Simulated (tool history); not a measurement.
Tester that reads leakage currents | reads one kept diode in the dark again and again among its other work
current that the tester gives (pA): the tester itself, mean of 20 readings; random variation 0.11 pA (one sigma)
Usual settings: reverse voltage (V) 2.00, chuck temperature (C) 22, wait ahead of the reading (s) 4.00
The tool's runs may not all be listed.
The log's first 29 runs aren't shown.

run,hour,reverse voltage (V),chuck temperature (C),wait ahead of the reading (s),hours of work since the probe card was cleaned,hours of work since the tester was calibrated,hours of work since the chuck was calibrated,current that the tester gives (pA)
30,647.7,14.38,47,0.48,1448,615,715,915.70
31,675.6,14.38,22,0.48,1465,632,732,120.70
32,692.0,14.38,22,0.48,1475,642,742,120.29
33,722.6,14.38,22,0.48,1494,661,761,120.42
34,744.6,14.38,22,0.48,1508,675,775,120.97
35,775.4,14.38,22,0.48,1527,694,794,121.09
36,798.4,14.38,22,4.67,1541,708,808,115.53
37,820.0,14.38,26,0.65,1554,721,821,167.30
38,843.3,1.49,56,2.67,1569,736,836,490.91
39,860.9,6.40,22,0.60,1580,747,847,73.32
40,877.0,6.40,22,0.60,1590,757,857,73.25
41,905.0,10.85,26,3.87,1607,774,874,138.37

3 ways to go on from here, each from the tool as it stands after run 41. What would each give?
A,927.4,2.00,56,4.00,1621,788,888,?
B,927.4,10.85,53,1.01,1621,788,888,?
C,927.4,17.49,37,4.00,1621,788,888,?

run,current that the tester gives (pA)
A,584.45
B,1239.90
C,460.16
Without the tool's hidden state the same runs would have given:
run,current that the tester gives (pA)
A,560.55
B,1185.58
C,432.44
